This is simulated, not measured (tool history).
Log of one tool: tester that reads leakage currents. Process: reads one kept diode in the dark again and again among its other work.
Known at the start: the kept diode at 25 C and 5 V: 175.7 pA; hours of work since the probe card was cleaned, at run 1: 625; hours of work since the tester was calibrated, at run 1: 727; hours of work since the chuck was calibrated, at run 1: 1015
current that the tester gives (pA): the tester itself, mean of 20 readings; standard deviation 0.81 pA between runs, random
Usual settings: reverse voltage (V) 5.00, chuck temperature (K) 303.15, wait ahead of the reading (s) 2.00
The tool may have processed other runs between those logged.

| run | hour | reverse voltage (V) | chuck temperature (K) | wait ahead of the reading (s) | hours of work since the probe card was cleaned | hours of work since the tester was calibrated | hours of work since the chuck was calibrated | current that the tester gives (pA) |
|---|---|---|---|---|---|---|---|---|
| 1 | 0.0 | 5.00 | 303.15 | 2.00 | 625 | 727 | 1015 | 283.91 |
| 2 | 46.3 | 5.00 | 303.15 | 2.00 | 650 | 753 | 1040 | 284.40 |
| 3 | 91.0 | 5.00 | 303.15 | 2.00 | 675 | 777 | 1065 | 284.81 |
| 4 | 119.3 | 5.00 | 303.15 | 2.00 | 691 | 793 | 1080 | 284.16 |
| 5 | 165.2 | 5.00 | 303.15 | 2.00 | 716 | 818 | 1106 | 284.17 |
| 6 | 195.0 | 5.00 | 303.15 | 2.00 | 732 | 835 | 1122 | 284.16 |
| 7 | 240.9 | 5.00 | 303.15 | 2.00 | 758 | 860 | 1147 | 284.04 |
| 8 | 289.2 | 9.65 | 303.15 | 2.00 | 784 | 887 | 1174 | 395.82 |
| 9 | 313.9 | 8.00 | 303.15 | 6.48 | 798 | 900 | 1188 | 358.27 |
| 10 | 343.5 | 8.00 | 303.15 | 6.48 | 814 | 917 | 1204 | 359.05 |
| 11 | 374.2 | 8.00 | 303.15 | 6.48 | 831 | 933 | 1221 | 359.02 |
| 12 | 416.5 | 6.48 | 297.15 | 8.85 | 854 | 957 | 1244 | 195.26 |
| 13 | 456.0 | 6.48 | 297.15 | 8.85 | 876 | 979 | 1266 | 195.75 |
| 14 | 499.9 | 5.00 | 303.15 | 0.99 | 900 | 1003 | 1290 | 287.75 |

Measured minus without-hidden-state, run by run (identical run-to-run variation in each term; gauge scatter may differ):
The hidden state here: stray current of the dirty probe card, pA a volt; current scale over the true one, %; true chuck temperature over the reading, C; drift of the gauge itself on leakage_pa, %.
| run | current that the tester gives (pA) |
|---|---|
| 1 | +12.45 |
| 2 | +12.77 |
| 3 | +13.07 |
| 4 | +13.21 |
| 5 | +13.49 |
| 6 | +13.68 |
| 7 | +13.96 |
| 8 | +21.77 |
| 9 | +19.36 |
| 10 | +19.67 |
| 11 | +19.93 |
| 12 | +12.90 |
| 13 | +13.16 |
| 14 | +15.75 |
